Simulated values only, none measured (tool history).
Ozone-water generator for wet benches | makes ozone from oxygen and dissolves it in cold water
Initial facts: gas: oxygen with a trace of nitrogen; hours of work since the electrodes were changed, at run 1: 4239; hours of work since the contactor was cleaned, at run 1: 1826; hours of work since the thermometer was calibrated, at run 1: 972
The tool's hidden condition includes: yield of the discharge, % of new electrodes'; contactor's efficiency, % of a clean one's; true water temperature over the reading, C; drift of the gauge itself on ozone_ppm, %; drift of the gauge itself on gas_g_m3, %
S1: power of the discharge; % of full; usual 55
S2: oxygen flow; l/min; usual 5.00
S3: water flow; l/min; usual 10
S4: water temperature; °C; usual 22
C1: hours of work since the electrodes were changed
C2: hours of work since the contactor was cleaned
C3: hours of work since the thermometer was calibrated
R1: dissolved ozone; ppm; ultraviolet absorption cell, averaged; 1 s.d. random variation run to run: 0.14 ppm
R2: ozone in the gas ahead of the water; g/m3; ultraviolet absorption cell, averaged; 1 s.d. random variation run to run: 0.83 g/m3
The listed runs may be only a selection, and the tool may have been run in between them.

Run 1, hour 0.0: usual settings; C1 4239; C2 1826; C3 972. Result: R1 11.5 ppm, R2 105.8 g/m3.
Run 2, hour 117.2: usual settings; C1 4349; C2 1936; C3 1082. Result: R1 11.4 ppm, R2 103.7 g/m3.
Run 3, hour 218.5: usual settings; C1 4444; C2 2031; C3 1177. Result: R1 11.4 ppm, R2 104.1 g/m3.
Run 4, hour 284.0: usual settings; C1 4505; C2 2092; C3 1238. Result: R1 11.0 ppm, R2 103.9 g/m3.
Run 5, hour 399.7: usual settings; C1 4614; C2 2201; C3 1347. Result: R1 11.1 ppm, R2 103.0 g/m3.
Run 6, hour 449.6: usual settings but S2 6.97 l/min; C1 4661; C2 2248; C3 1394. Result: R1 10.7 ppm, R2 88.3 g/m3.
Run 7, hour 531.3: usual settings but S2 6.97 l/min; C1 4737; C2 2325; C3 1471. Result: R1 10.7 ppm, R2 89.1 g/m3.
Run 8, hour 627.3: usual settings but S4 27 °C; C1 4827; C2 2415; C3 1561. Result: R1 9.6 ppm, R2 101.2 g/m3.
Run 9, hour 714.0: usual settings but S4 27 °C; C1 4909; C2 2496; C3 1642. Result: R1 9.8 ppm, R2 100.7 g/m3.
Run 10, hour 808.7: usual settings but S4 27 °C; C1 4998; C2 2585; C3 1731. Result: R1 9.4 ppm, R2 100.0 g/m3.
Run 11, hour 908.8: usual settings; C1 5092; C2 2679; C3 1825. Result: R1 10.6 ppm, R2 99.3 g/m3.
At hour 972.1: contactor cleaned.
Run 12, hour 995.8: usual settings; C1 5170; C2 22; C3 1903. Result: R1 10.3 ppm, R2 98.9 g/m3.
Run 13, hour 1053.5: usual settings but S2 4.27 l/min; C1 5224; C2 76; C3 1957. Result: R1 10.5 ppm, R2 105.3 g/m3.
Run 14, hour 1115.2: usual settings but S2 4.27 l/min; C1 5282; C2 134; C3 2015. Result: R1 10.3 ppm, R2 105.5 g/m3.
Run 15, hour 1235.0: usual settings but S1 42 % of full, S2 2.54 l/min; C1 5394; C2 247; C3 2127. Result: R1 8.7 ppm, R2 112.9 g/m3.
Run 16, hour 1291.7: usual settings but S1 42 % of full, S2 2.54 l/min; C1 5447; C2 300; C3 2180. Result: R1 8.7 ppm, R2 113.0 g/m3.
Run 17, hour 1397.7: usual settings but S1 42 % of full, S2 2.54 l/min, S3 11 l/min, S4 27 °C; C1 5547; C2 399; C3 2280. Result: R1 7.3 ppm, R2 112.2 g/m3.
Run 18, hour 1485.4: usual settings but S1 42 % of full, S2 2.54 l/min, S3 11 l/min, S4 27 °C; C1 5629; C2 482; C3 2362. Result: R1 7.1 ppm, R2 112.5 g/m3.
Run 19, hour 1579.1: usual settings but S1 42 % of full, S2 2.54 l/min, S3 11 l/min, S4 27 °C; C1 5717; C2 570; C3 2450. Result: R1 7.2 ppm, R2 110.6 g/m3.
At hour 1636.2: contactor cleaned, once more.
Run 20, hour 1659.4: usual settings but S2 7.36 l/min, S3 9 l/min; C1 5788; C2 22; C3 2522. Result: R1 11.1 ppm, R2 79.1 g/m3.
Run 21, hour 1735.5: usual settings but S1 47 % of full, S2 4.76 l/min, S3 15 l/min, S4 15 °C; C1 5860; C2 93; C3 2593. Result: R1 7.3 ppm, R2 89.8 g/m3.
At hour 1791.6: electrodes of the discharge changed.
Run 22, hour 1853.5: usual settings but S1 47 % of full, S2 4.76 l/min, S3 15 l/min, S4 15 °C; C1 58; C2 198; C3 2698. Result: R1 10.3 ppm, R2 119.0 g/m3.
Run 23, hour 1971.6: usual settings but S2 3.27 l/min, S3 8 l/min; C1 169; C2 309; C3 2809. Result: R1 18.3 ppm, R2 158.0 g/m3.
Run 24, hour 2065.8: usual settings but S1 51 % of full, S2 5.28 l/min, S3 7 l/min, S4 23 °C; C1 257; C2 398; C3 2898. Result: R1 17.4 ppm, R2 121.5 g/m3.
Run 25, hour 2129.3: usual settings but S1 96 % of full, S2 4.15 l/min, S3 7 l/min, S4 19 °C; C1 317; C2 457; C3 2957. Result: R1 32.2 ppm, R2 221.5 g/m3.
Run 26, hour 2180.8: usual settings; C1 365; C2 505; C3 3005. Result: R1 14.7 ppm, R2 130.6 g/m3.
At hour 2231.7: water thermometer calibrated.
Run 27, hour 2290.4: usual settings but S1 74 % of full, S2 6.50 l/min, S3 8 l/min, S4 18 °C; C1 468; C2 608; C3 55. Result: R1 23.2 ppm, R2 145.8 g/m3.

Branching from run 27: 4 alternative next runs. What would each branch give?
Run A, hour 2357.5: usual settings but S1 74 % of full, S2 5.20 l/min, S3 8 l/min, S4 18 °C; C1 531; C2 671; C3 118. Result: R1 ?, R2 ?.
Run B, hour 2357.5: usual settings but S1 74 % of full, S2 5.24 l/min, S3 11 l/min, S4 18 °C; C1 531; C2 671; C3 118. Result: R1 ?, R2 ?.
Run C, hour 2357.5: usual settings but S1 61 % of full, S4 21 °C; C1 531; C2 671; C3 118. Result: R1 ?, R2 ?.
Run D, hour 2357.5: usual settings but S1 74 % of full, S2 6.50 l/min, S3 7 l/min, S4 18 °C; C1 531; C2 671; C3 118. Result: R1 ?, R2 ?.

run    R1     R2
  A  23.5  157.7
  B  18.4  158.7
  C  16.0  141.6
  D  24.7  146.7
With no hidden state in the tool, these same runs would have given:
run    R1     R2
  A  24.7  162.3
  B  19.3  163.4
  C  16.7  145.1
  D  25.9  151.0

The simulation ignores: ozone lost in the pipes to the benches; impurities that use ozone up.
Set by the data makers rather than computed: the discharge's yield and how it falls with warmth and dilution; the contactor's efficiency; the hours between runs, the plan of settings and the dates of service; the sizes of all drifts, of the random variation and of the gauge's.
